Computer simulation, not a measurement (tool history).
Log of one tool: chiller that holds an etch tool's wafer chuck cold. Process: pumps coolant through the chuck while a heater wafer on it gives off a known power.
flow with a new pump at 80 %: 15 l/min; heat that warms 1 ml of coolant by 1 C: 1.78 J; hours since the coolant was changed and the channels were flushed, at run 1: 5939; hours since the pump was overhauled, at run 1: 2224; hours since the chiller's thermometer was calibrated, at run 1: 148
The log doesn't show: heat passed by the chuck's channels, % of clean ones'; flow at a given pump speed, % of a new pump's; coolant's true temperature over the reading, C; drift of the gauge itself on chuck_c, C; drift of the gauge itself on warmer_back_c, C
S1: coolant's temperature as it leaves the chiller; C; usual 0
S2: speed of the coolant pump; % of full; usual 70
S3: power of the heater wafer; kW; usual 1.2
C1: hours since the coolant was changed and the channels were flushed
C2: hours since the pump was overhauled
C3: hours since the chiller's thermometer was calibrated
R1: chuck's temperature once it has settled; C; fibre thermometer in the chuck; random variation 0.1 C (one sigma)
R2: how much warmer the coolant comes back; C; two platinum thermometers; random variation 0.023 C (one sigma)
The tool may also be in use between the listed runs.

{"run": 1, "day": 0.0, "S1": 0, "S2": 70, "S3": 1.2, "C1": 5939, "C2": 2224, "C3": 148, "R1": 16.2, "R2": 3.11}
{"run": 2, "day": 4.054, "S1": 0, "S2": 70, "S3": 0.925, "C1": 6036, "C2": 2322, "C3": 245, "R1": 12.6, "R2": 2.44}
{"run": 3, "day": 6.912, "S1": 0, "S2": 92, "S3": 1.2, "C1": 6105, "C2": 2390, "C3": 314, "R1": 14.6, "R2": 2.4}
{"run": 4, "day": 12.529, "S1": 0, "S2": 92, "S3": 1.2, "C1": 6240, "C2": 2525, "C3": 449, "R1": 14.6, "R2": 2.42}
{"run": 5, "day": 16.85, "S1": 0, "S2": 92, "S3": 1.2, "C1": 6343, "C2": 2629, "C3": 552, "R1": 14.4, "R2": 2.42}
{"run": 6, "day": 20.183, "S1": 0, "S2": 92, "S3": 1.2, "C1": 6423, "C2": 2709, "C3": 633, "R1": 14.4, "R2": 2.43}
{"run": 7, "day": 26.312, "S1": 0, "S2": 92, "S3": 1.2, "C1": 6570, "C2": 2856, "C3": 780, "R1": 14.7, "R2": 2.44}
{"run": 8, "day": 28.979, "S1": 0, "S2": 92, "S3": 1.2, "C1": 6635, "C2": 2920, "C3": 844, "R1": 14.6, "R2": 2.43}
{"run": 9, "day": 33.267, "S1": 0, "S2": 92, "S3": 1.2, "C1": 6737, "C2": 3023, "C3": 946, "R1": 14.8, "R2": 2.44}
{"run": 10, "day": 39.346, "S1": 0, "S2": 92, "S3": 1.2, "C1": 6883, "C2": 3169, "C3": 1092, "R1": 14.8, "R2": 2.42}
{"run": 11, "day": 44.846, "S1": -5, "S2": 77, "S3": 1.166, "C1": 7015, "C2": 3301, "C3": 1224, "R1": 10.6, "R2": 2.8}
{"run": 12, "day": 50.658, "S1": -9, "S2": 77, "S3": 0.791, "C1": 7155, "C2": 3440, "C3": 1364, "R1": 1.8, "R2": 1.9}
{"run": 13, "day": 53.783, "S1": -9, "S2": 77, "S3": 0.791, "C1": 7230, "C2": 3515, "C3": 1439, "R1": 2, "R2": 1.91}
{"run": 14, "day": 57.312, "S1": -9, "S2": 77, "S3": 0.791, "C1": 7314, "C2": 3600, "C3": 1524, "R1": 1.7, "R2": 1.94}
{"run": 15, "day": 60.108, "S1": -8, "S2": 96, "S3": 1.662, "C1": 7382, "C2": 3667, "C3": 1591, "R1": 12.4, "R2": 3.27}
{"run": 16, "day": 63.133, "S1": -8, "S2": 96, "S3": 1.662, "C1": 7454, "C2": 3739, "C3": 1663, "R1": 12.6, "R2": 3.25}
{"run": 17, "day": 68.775, "S1": 0, "S2": 68, "S3": 1.144, "C1": 7590, "C2": 3875, "C3": 1799, "R1": 16.8, "R2": 3.13}
{"run": 18, "day": 74.162, "S1": 9, "S2": 73, "S3": 0.834, "C1": 7719, "C2": 4004, "C3": 1928, "R1": 20.9, "R2": 2.12}
{"run": 19, "day": 79.475, "S1": 0, "S2": 70, "S3": 0.618, "C1": 7846, "C2": 4132, "C3": 2056, "R1": 9.2, "R2": 1.69}

Measured less the same run without the tool's hidden state. The same run-to-run variation is in both; the gauge's scatter may not be:
run=1 R1=+2.2 R2=+0.07
run=2 R1=+1.7 R2=+0.06
run=3 R1=+2.1 R2=+0.06
run=4 R1=+2.1 R2=+0.06
run=5 R1=+2.1 R2=+0.07
run=6 R1=+2.2 R2=+0.07
run=7 R1=+2.3 R2=+0.07
run=8 R1=+2.3 R2=+0.08
run=9 R1=+2.4 R2=+0.07
run=10 R1=+2.5 R2=+0.08
run=11 R1=+2.7 R2=+0.1
run=12 R1=+1.9 R2=+0.06
run=13 R1=+2 R2=+0.07
run=14 R1=+1.9 R2=+0.07
run=15 R1=+3.6 R2=+0.12
run=16 R1=+3.7 R2=+0.13
run=17 R1=+3 R2=+0.13
run=18 R1=+2.2 R2=+0.08
run=19 R1=+1.8 R2=+0.07

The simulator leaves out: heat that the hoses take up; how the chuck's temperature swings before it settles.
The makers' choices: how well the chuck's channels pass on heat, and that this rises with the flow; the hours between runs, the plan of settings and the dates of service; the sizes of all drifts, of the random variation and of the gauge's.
